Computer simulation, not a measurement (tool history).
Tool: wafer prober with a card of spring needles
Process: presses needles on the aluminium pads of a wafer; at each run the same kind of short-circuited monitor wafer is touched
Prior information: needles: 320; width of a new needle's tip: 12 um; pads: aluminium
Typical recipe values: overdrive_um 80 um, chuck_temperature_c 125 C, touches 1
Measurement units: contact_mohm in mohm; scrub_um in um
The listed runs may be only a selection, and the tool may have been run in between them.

run   hour  overdrive_um  chuck_temperature_c  touches  contact_mohm  scrub_um
  1    0.0            80                  125        1           130     20.16
      11.1  -- tips cleaned on abrasive film
      16.1  -- height of the first contact set anew
      23.8  -- tips cleaned on abrasive film
  2   25.1            80                  125        1           130     20.22
      37.4  -- tips cleaned on abrasive film
      50.2  -- tips cleaned on abrasive film
  3   51.6            80                  125        1           127     20.13
      62.8  -- tips cleaned on abrasive film
      77.0  -- tips cleaned on abrasive film
  4   85.2            80                  125        1           129     20.11
      89.8  -- tips cleaned on abrasive film
     103.5  -- tips cleaned on abrasive film
     116.0  -- tips cleaned on abrasive film
  5  118.1            80                  125        1           130     20.01
     128.4  -- tips cleaned on abrasive film
     142.1  -- tips cleaned on abrasive film
  6  151.9            80                  125        1           131     20.05
     154.6  -- tips cleaned on abrasive film
     168.6  -- tips cleaned on abrasive film
     181.2  -- tips cleaned on abrasive film
  7  188.2            80                  125        2           129     20.16
     193.9  -- tips cleaned on abrasive film
     205.5  -- tips cleaned on abrasive film
  8  216.5            80                   26        1           116     20.14
     219.5  -- tips cleaned on abrasive film
     233.1  -- tips cleaned on abrasive film
     245.4  -- tips cleaned on abrasive film
  9  256.7            80                   26        1           116     20.06
     259.7  -- tips cleaned on abrasive film
     273.4  -- tips cleaned on abrasive film
     286.2  -- tips cleaned on abrasive film
 10  292.1            80                  125        1           131     20.10
     300.6  -- tips cleaned on abrasive film
 11  312.0            80                  125        1           130     20.06
     315.0  -- tips cleaned on abrasive film
     325.9  -- height of the first contact set anew
     328.9  -- tips cleaned on abrasive film
     342.5  -- tips cleaned on abrasive film
 12  346.8            80                   30        1           117     20.03
     354.4  -- tips cleaned on abrasive film
 13  365.8            80                   30        1           118     19.85
     368.8  -- tips cleaned on abrasive film
     381.4  -- tips cleaned on abrasive film
     393.2  -- tips cleaned on abrasive film
 14  403.4            80                   30        1           117     19.86

Estimate the outcome of run 15 from the log above:
     406.3  -- tips cleaned on abrasive film
     419.3  -- tips cleaned on abrasive film
 15  428.1            80                   30        1             ?         ?

Run 15 gave contact_mohm 116 mohm, scrub_um 19.95 um.
Were there no unlogged condition in the tool, this run, its random variation unchanged, would have produced contact_mohm 116 mohm, scrub_um 20.17 um.

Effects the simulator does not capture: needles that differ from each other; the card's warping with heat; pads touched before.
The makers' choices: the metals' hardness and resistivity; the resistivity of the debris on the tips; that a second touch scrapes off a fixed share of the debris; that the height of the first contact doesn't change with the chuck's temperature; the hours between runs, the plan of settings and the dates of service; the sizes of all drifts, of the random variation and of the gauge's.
